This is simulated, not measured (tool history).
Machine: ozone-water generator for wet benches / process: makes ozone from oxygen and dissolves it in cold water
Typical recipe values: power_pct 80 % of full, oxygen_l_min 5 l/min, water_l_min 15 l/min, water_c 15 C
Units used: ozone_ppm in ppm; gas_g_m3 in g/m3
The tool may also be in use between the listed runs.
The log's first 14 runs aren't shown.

Run 15, hour 1219.6: usual settings. Result: ozone_ppm 41.5 ppm, gas_g_m3 295.5 g/m3.
Run 16, hour 1338.1: usual settings. Result: ozone_ppm 41.1 ppm, gas_g_m3 297.2 g/m3.
Run 17, hour 1434.7: usual settings. Result: ozone_ppm 40.6 ppm, gas_g_m3 297.2 g/m3.
Run 18, hour 1503.1: usual settings. Result: ozone_ppm 40.8 ppm, gas_g_m3 296.1 g/m3.
Run 19, hour 1645.5: usual settings. Result: ozone_ppm 40.9 ppm, gas_g_m3 293.4 g/m3.
Run 20, hour 1728.8: usual settings but power_pct 48 % of full, water_c 21 C. Result: ozone_ppm 24.8 ppm, gas_g_m3 198.6 g/m3.
At hour 1746.4: contactor cleaned.
Run 21, hour 1798.5: usual settings but power_pct 48 % of full, water_c 21 C. Result: ozone_ppm 24.4 ppm, gas_g_m3 198.5 g/m3.
Run 22, hour 1958.3: usual settings but power_pct 68 % of full, water_l_min 17 l/min, water_c 21 C. Result: ozone_ppm 29.2 ppm, gas_g_m3 260.4 g/m3.
Run 23, hour 2118.4: usual settings but power_pct 68 % of full, water_l_min 17 l/min, water_c 21 C. Result: ozone_ppm 29.4 ppm, gas_g_m3 260.4 g/m3.
Run 24, hour 2244.7: usual settings but power_pct 68 % of full, water_l_min 17 l/min, water_c 21 C. Result: ozone_ppm 29.1 ppm, gas_g_m3 256.5 g/m3.
At hour 2360.1: water thermometer calibrated.
Run 25, hour 2394.4: usual settings but oxygen_l_min 5.99 l/min, water_l_min 11 l/min. Result: ozone_ppm 47.8 ppm, gas_g_m3 269.8 g/m3.
Run 26, hour 2540.1: usual settings but oxygen_l_min 5.99 l/min, water_l_min 11 l/min. Result: ozone_ppm 47.5 ppm, gas_g_m3 269.3 g/m3.
Run 27, hour 2619.3: usual settings but oxygen_l_min 5.99 l/min, water_l_min 11 l/min. Result: ozone_ppm 47.2 ppm, gas_g_m3 271.1 g/m3.
At hour 2729.2: contactor cleaned, once more.
Run 28, hour 2784.6: usual settings but oxygen_l_min 6.06 l/min, water_l_min 11 l/min. Result: ozone_ppm 50.4 ppm, gas_g_m3 268 g/m3.
Run 29, hour 2940.6: usual settings but power_pct 60 % of full, oxygen_l_min 2.89 l/min, water_l_min 22 l/min, water_c 9 C. Result: ozone_ppm 22.7 ppm, gas_g_m3 284.5 g/m3.
Run 30, hour 3060.3: usual settings but power_pct 48 % of full, water_l_min 11 l/min. Result: ozone_ppm 34 ppm, gas_g_m3 196.1 g/m3.
Run 31, hour 3216.9: usual settings but power_pct 68 % of full, oxygen_l_min 8.35 l/min, water_l_min 11 l/min. Result: ozone_ppm 44.3 ppm, gas_g_m3 210.8 g/m3.
Run 32, hour 3357.4: usual settings but oxygen_l_min 7.28 l/min, water_c 10 C. Result: ozone_ppm 46.6 ppm, gas_g_m3 245.5 g/m3.
Run 33, hour 3473.3: usual settings but oxygen_l_min 4.21 l/min, water_c 19 C. Result: ozone_ppm 37.5 ppm, gas_g_m3 301 g/m3.

Below are 3 alternative next runs, each starting from the tool's condition after run 33. Predict each:
Run A, hour 3558.4: usual settings but power_pct 82 % of full, water_c 11 C. Result: ozone_ppm ?, gas_g_m3 ?.
Run B, hour 3558.4: usual settings but water_c 22 C. Result: ozone_ppm ?, gas_g_m3 ?.
Run C, hour 3558.4: usual settings but water_l_min 12 l/min, water_c 13 C. Result: ozone_ppm ?, gas_g_m3 ?.

run  ozone_ppm  gas_g_m3
  A       44.5     286.2
  B       36.4     281.6
  C       48.5     282.2
Without the tool's unlogged condition, the same runs would have read:
run  ozone_ppm  gas_g_m3
  A       48.5     310.6
  B       39.6     305.3
  C       52.8     305.9

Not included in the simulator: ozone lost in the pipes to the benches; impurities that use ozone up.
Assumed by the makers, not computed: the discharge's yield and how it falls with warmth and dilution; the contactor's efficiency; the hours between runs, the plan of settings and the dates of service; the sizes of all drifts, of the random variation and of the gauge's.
